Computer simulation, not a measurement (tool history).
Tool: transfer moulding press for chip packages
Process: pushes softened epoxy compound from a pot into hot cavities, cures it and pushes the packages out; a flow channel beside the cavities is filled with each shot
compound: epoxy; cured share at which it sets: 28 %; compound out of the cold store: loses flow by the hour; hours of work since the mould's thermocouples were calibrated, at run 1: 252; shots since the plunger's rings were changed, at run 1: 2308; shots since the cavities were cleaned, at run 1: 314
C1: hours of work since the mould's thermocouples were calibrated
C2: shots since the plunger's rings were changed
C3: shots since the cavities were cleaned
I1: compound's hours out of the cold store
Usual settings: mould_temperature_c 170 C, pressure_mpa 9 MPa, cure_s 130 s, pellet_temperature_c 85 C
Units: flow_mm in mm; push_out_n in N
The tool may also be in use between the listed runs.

run 1 hour=0 | mould_temperature_c=170 pressure_mpa=9 cure_s=130 pellet_temperature_c=85 | C1=252 C2=2308 C3=314 | I1=17.3 | flow_mm=843 push_out_n=845
run 2 hour=8.3 | mould_temperature_c=170 pressure_mpa=9 cure_s=130 pellet_temperature_c=85 | C1=256 C2=2372 C3=378 | I1=46 | flow_mm=699 push_out_n=832
run 3 hour=15.8 | mould_temperature_c=170 pressure_mpa=9 cure_s=143 pellet_temperature_c=85 | C1=260 C2=2430 C3=436 | I1=17.4 | flow_mm=854 push_out_n=809
run 4 hour=22.7 | mould_temperature_c=170 pressure_mpa=9 cure_s=143 pellet_temperature_c=85 | C1=264 C2=2483 C3=489 | I1=36 | flow_mm=750 push_out_n=838
run 5 hour=30.5 | mould_temperature_c=170 pressure_mpa=9 cure_s=143 pellet_temperature_c=85 | C1=268 C2=2543 C3=549 | I1=17.3 | flow_mm=839 push_out_n=878
run 6 hour=37.9 | mould_temperature_c=170 pressure_mpa=9 cure_s=130 pellet_temperature_c=85 | C1=272 C2=2600 C3=606 | I1=15.6 | flow_mm=852 push_out_n=975
run 7 hour=47.3 | mould_temperature_c=170 pressure_mpa=9 cure_s=130 pellet_temperature_c=85 | C1=277 C2=2672 C3=678 | I1=46.1 | flow_mm=699 push_out_n=975
run 8 hour=52.7 | mould_temperature_c=170 pressure_mpa=9 cure_s=130 pellet_temperature_c=85 | C1=280 C2=2714 C3=720 | I1=43.6 | flow_mm=714 push_out_n=989
run 9 hour=58.4 | mould_temperature_c=170 pressure_mpa=9 cure_s=130 pellet_temperature_c=85 | C1=283 C2=2758 C3=764 | I1=10.7 | flow_mm=882 push_out_n=1066
run 10 hour=66.8 | mould_temperature_c=173 pressure_mpa=9 cure_s=140 pellet_temperature_c=84 | C1=288 C2=2823 C3=829 | I1=41.2 | flow_mm=714 push_out_n=907
-- hour=69.2 cavities cleaned with cleaning compound and waxed
run 11 hour=72.4 | mould_temperature_c=173 pressure_mpa=9 cure_s=140 pellet_temperature_c=84 | C1=290 C2=2854 C3=25 | I1=34.8 | flow_mm=741 push_out_n=1093
run 12 hour=81.3 | mould_temperature_c=167 pressure_mpa=9 cure_s=138 pellet_temperature_c=85 | C1=295 C2=2923 C3=94 | I1=34 | flow_mm=766 push_out_n=1295
run 13 hour=89.6 | mould_temperature_c=170 pressure_mpa=7.99 cure_s=136 pellet_temperature_c=80 | C1=300 C2=2987 C3=158 | I1=17.1 | flow_mm=794 push_out_n=1210
-- hour=95.5 mould's thermocouples calibrated
run 14 hour=95.8 | mould_temperature_c=170 pressure_mpa=9.18 cure_s=117 pellet_temperature_c=82 | C1=0 C2=3019 C3=190 | I1=31.2 | flow_mm=778 push_out_n=1490
-- hour=103 cavities cleaned with cleaning compound and waxed, once more
run 15 hour=105.2 | mould_temperature_c=166 pressure_mpa=7.19 cure_s=149 pellet_temperature_c=90 | C1=4 C2=3080 C3=17 | I1=20.2 | flow_mm=743 push_out_n=589
run 16 hour=113.9 | mould_temperature_c=166 pressure_mpa=7.19 cure_s=149 pellet_temperature_c=90 | C1=9 C2=3147 C3=84 | I1=16 | flow_mm=763 push_out_n=654
run 17 hour=120.3 | mould_temperature_c=170 pressure_mpa=9 cure_s=130 pellet_temperature_c=85 | C1=13 C2=3196 C3=133 | I1=21.5 | flow_mm=827 push_out_n=693

Forecast each of these 3 alternatives for the next run:
run A hour=125.3 | mould_temperature_c=172 pressure_mpa=9 cure_s=135 pellet_temperature_c=85 | C1=15 C2=3235 C3=172 | I1=32.3 | flow_mm=? push_out_n=?
run B hour=125.3 | mould_temperature_c=177 pressure_mpa=7.23 cure_s=125 pellet_temperature_c=85 | C1=15 C2=3235 C3=172 | I1=38.2 | flow_mm=? push_out_n=?
run C hour=125.3 | mould_temperature_c=175 pressure_mpa=7.43 cure_s=133 pellet_temperature_c=85 | C1=15 C2=3235 C3=172 | I1=21.4 | flow_mm=? push_out_n=?

run=A flow_mm=756 push_out_n=653
run=B flow_mm=645 push_out_n=613
run=C flow_mm=736 push_out_n=623
Without the tool's hidden state the same runs would have given:
run=A flow_mm=777 push_out_n=477
run=B flow_mm=663 push_out_n=446
run=C flow_mm=757 push_out_n=454
